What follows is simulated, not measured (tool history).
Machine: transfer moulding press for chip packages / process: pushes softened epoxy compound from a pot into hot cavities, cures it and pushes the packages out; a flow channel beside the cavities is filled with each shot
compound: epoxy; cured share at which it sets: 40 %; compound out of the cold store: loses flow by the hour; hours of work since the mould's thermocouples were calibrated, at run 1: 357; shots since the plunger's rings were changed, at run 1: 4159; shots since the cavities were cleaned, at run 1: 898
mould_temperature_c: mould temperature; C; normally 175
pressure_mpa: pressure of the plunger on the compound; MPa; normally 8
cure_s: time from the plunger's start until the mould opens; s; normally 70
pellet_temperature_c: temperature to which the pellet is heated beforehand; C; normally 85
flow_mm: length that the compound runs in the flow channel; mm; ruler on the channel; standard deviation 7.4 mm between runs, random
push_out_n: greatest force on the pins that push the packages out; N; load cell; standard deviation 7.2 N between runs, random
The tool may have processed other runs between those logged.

| run | hour | mould_temperature_c | pressure_mpa | cure_s | pellet_temperature_c | hours of work since the mould's thermocouples were calibrated | shots since the plunger's rings were changed | shots since the cavities were cleaned | incoming compound's hours out of the cold store | flow_mm | push_out_n |
|---|---|---|---|---|---|---|---|---|---|---|---|
| 1 | 0 | 175 | 8 | 70 | 85 | 357 | 4159 | 898 | 28.3 | 771 | 527 |
| 2 | 24 | 175 | 8 | 70 | 78 | 368 | 4385 | 1124 | 27.8 | 760 | 553 |
|  | 33.7 | cavities cleaned with cleaning compound and waxed |
| 3 | 58.6 | 175 | 8 | 70 | 78 | 382 | 4696 | 233 | 41.3 | 731 | 591 |
| 4 | 82.9 | 175 | 8 | 70 | 78 | 393 | 4925 | 462 | 22.8 | 781 | 616 |
| 5 | 115.9 | 175 | 8 | 70 | 85 | 407 | 5236 | 773 | 47.6 | 696 | 594 |
| 6 | 152.7 | 175 | 8 | 70 | 85 | 423 | 5582 | 1119 | 24.2 | 766 | 600 |
|  | 162.7 | cavities cleaned with cleaning compound and waxed |
| 7 | 171.2 | 175 | 8 | 70 | 85 | 431 | 5742 | 80 | 37.9 | 717 | 347 |
| 8 | 189.4 | 175 | 8 | 70 | 85 | 439 | 5914 | 252 | 39.2 | 713 | 399 |
| 9 | 213.2 | 175 | 8 | 70 | 85 | 449 | 6138 | 476 | 29.7 | 740 | 461 |
|  | 239.7 | cavities cleaned with cleaning compound and waxed, once more |
| 10 | 247.9 | 175 | 6.43 | 70 | 85 | 463 | 6450 | 77 | 40.2 | 626 | 336 |
|  | 284.8 | plunger's sealing rings changed |
| 11 | 286.4 | 175 | 8 | 70 | 85 | 479 | 15 | 415 | 39.6 | 818 | 440 |
| 12 | 318.8 | 181 | 8 | 104 | 78 | 493 | 320 | 720 | 32.3 | 801 | 448 |
| 13 | 339.7 | 181 | 8 | 104 | 78 | 502 | 516 | 916 | 36.2 | 786 | 461 |
|  | 371.8 | cavities cleaned with cleaning compound and waxed |
| 14 | 376.1 | 181 | 8 | 104 | 90 | 518 | 845 | 40 | 39.4 | 778 | 298 |
| 15 | 400.5 | 175 | 9 | 53 | 85 | 528 | 1074 | 269 | 40.6 | 838 | 641 |
| 16 | 429.2 | 169 | 9.44 | 70 | 85 | 541 | 1345 | 540 | 43.3 | 870 | 630 |
| 17 | 449.1 | 171 | 8.59 | 96 | 80 | 549 | 1532 | 727 | 35.6 | 844 | 461 |
| 18 | 483.4 | 171 | 8.59 | 96 | 80 | 564 | 1855 | 1050 | 29.6 | 865 | 493 |
|  | 500 | cavities cleaned with cleaning compound and waxed |
| 19 | 500.5 | 171 | 8.59 | 96 | 80 | 571 | 2001 | 4 | 14.3 | 907 | 293 |
| 20 | 537.6 | 175 | 6.38 | 81 | 83 | 587 | 2350 | 353 | 42.7 | 685 | 409 |
| 21 | 554.2 | 177 | 6.66 | 82 | 83 | 594 | 2506 | 509 | 24.1 | 748 | 431 |

Here are 3 independent what-if runs from the current tool condition. What would each one return?
| A | 577.8 | 181 | 7.61 | 90 | 83 | 605 | 2729 | 732 | 21.3 | ? | ? |
| B | 577.8 | 177 | 6.66 | 90 | 83 | 605 | 2729 | 732 | 14.3 | ? | ? |
| C | 577.8 | 171 | 6.66 | 82 | 94 | 605 | 2729 | 732 | 8.8 | ? | ? |

| run | flow_mm | push_out_n |
|---|---|---|
| A | 782 | 476 |
| B | 768 | 443 |
| C | 808 | 510 |
What these runs would have given with no unlogged condition in the tool:
| run | flow_mm | push_out_n |
|---|---|---|
| A | 826 | 287 |
| B | 811 | 265 |
| C | 852 | 302 |
